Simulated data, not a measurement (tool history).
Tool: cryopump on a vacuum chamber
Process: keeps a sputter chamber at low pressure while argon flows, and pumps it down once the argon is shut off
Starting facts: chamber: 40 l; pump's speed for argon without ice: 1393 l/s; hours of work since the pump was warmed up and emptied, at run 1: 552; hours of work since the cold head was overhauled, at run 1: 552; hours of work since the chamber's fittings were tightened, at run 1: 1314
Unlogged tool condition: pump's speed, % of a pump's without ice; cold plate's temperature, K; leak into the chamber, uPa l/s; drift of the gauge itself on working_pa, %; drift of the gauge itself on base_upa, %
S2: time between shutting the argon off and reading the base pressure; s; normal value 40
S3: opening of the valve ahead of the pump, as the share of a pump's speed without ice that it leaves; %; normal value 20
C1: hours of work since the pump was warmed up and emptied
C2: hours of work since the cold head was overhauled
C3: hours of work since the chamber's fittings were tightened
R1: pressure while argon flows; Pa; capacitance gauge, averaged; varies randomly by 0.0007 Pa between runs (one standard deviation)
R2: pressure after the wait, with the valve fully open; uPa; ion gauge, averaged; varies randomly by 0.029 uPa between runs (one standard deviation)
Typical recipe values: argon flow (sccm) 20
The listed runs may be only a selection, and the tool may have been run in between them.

Run 1, hour 0.0: usual settings; C1 552; C2 552; C3 1314. Result: R1 0.1243 Pa, R2 2.95 uPa.
Run 2, hour 23.9: usual settings; C1 565; C2 565; C3 1327. Result: R1 0.1239 Pa, R2 2.94 uPa.
Run 3, hour 43.7: usual settings but S2 35 s; C1 576; C2 576; C3 1337. Result: R1 0.1258 Pa, R2 3.08 uPa.
Run 4, hour 68.7: usual settings but S3 25 %; C1 589; C2 589; C3 1351. Result: R1 0.1003 Pa, R2 2.97 uPa.
Run 5, hour 96.6: usual settings; C1 605; C2 605; C3 1366. Result: R1 0.1244 Pa, R2 3.00 uPa.
Run 6, hour 115.7: usual settings; C1 615; C2 615; C3 1377. Result: R1 0.1243 Pa, R2 3.05 uPa.
Run 7, hour 130.2: usual settings but S2 37 s; C1 623; C2 623; C3 1385. Result: R1 0.1249 Pa, R2 3.15 uPa.
Run 8, hour 143.5: usual settings but S3 21 %; C1 630; C2 630; C3 1392. Result: R1 0.1184 Pa, R2 3.06 uPa.
Run 9, hour 155.9: usual settings but argon flow (sccm) 34, S2 24 s, S3 30 %; C1 637; C2 637; C3 1399. Result: R1 0.1442 Pa, R2 3.98 uPa.
Run 10, hour 181.4: usual settings but argon flow (sccm) 14, S2 21 s, S3 36 %; C1 651; C2 651; C3 1413. Result: R1 0.0496 Pa, R2 4.18 uPa.
Run 11, hour 197.9: usual settings but argon flow (sccm) 10, S2 36 s, S3 21 %; C1 660; C2 660; C3 1422. Result: R1 0.0598 Pa, R2 3.21 uPa.
Run 12, hour 215.8: usual settings but argon flow (sccm) 10, S2 83 s; C1 670; C2 670; C3 1431. Result: R1 0.0626 Pa, R2 2.52 uPa.
Run 13, hour 233.9: usual settings but argon flow (sccm) 23, S2 45 s, S3 50 %; C1 680; C2 680; C3 1441. Result: R1 0.0609 Pa, R2 2.91 uPa.
Run 14, hour 260.0: usual settings but S2 30 s; C1 694; C2 694; C3 1456. Result: R1 0.1257 Pa, R2 3.57 uPa.
Run 15, hour 282.8: usual settings but argon flow (sccm) 9, S2 21 s, S3 22 %; C1 706; C2 706; C3 1468. Result: R1 0.0515 Pa, R2 4.20 uPa.
Run 16, hour 299.2: usual settings but argon flow (sccm) 11, S2 32 s, S3 22 %; C1 715; C2 715; C3 1477. Result: R1 0.0646 Pa, R2 3.50 uPa.

Predict each of these 4 candidate next runs independently; none follows another, all start after run 16:
Run A, hour 310.6: usual settings but argon flow (sccm) 25, S2 232 s, S3 19 %; C1 722; C2 722; C3 1483. Result: R1 ?, R2 ?.
Run B, hour 310.6: usual settings but argon flow (sccm) 9, S2 109 s, S3 23 %; C1 722; C2 722; C3 1483. Result: R1 ?, R2 ?.
Run C, hour 310.6: usual settings but argon flow (sccm) 11, S2 120 s, S3 16 %; C1 722; C2 722; C3 1483. Result: R1 ?, R2 ?.
Run D, hour 310.6: usual settings but argon flow (sccm) 16; C1 722; C2 722; C3 1483. Result: R1 ?, R2 ?.

run      R1    R2
  A  0.1642  2.18
  B  0.0500  2.48
  C  0.0856  2.34
  D  0.1014  3.33
The same runs, with their run-to-run variation unchanged, on a tool lacking any hidden condition would have given:
run      R1    R2
  A  0.1584  0.45
  B  0.0479  0.70
  C  0.0830  0.63
  D  0.0977  1.54
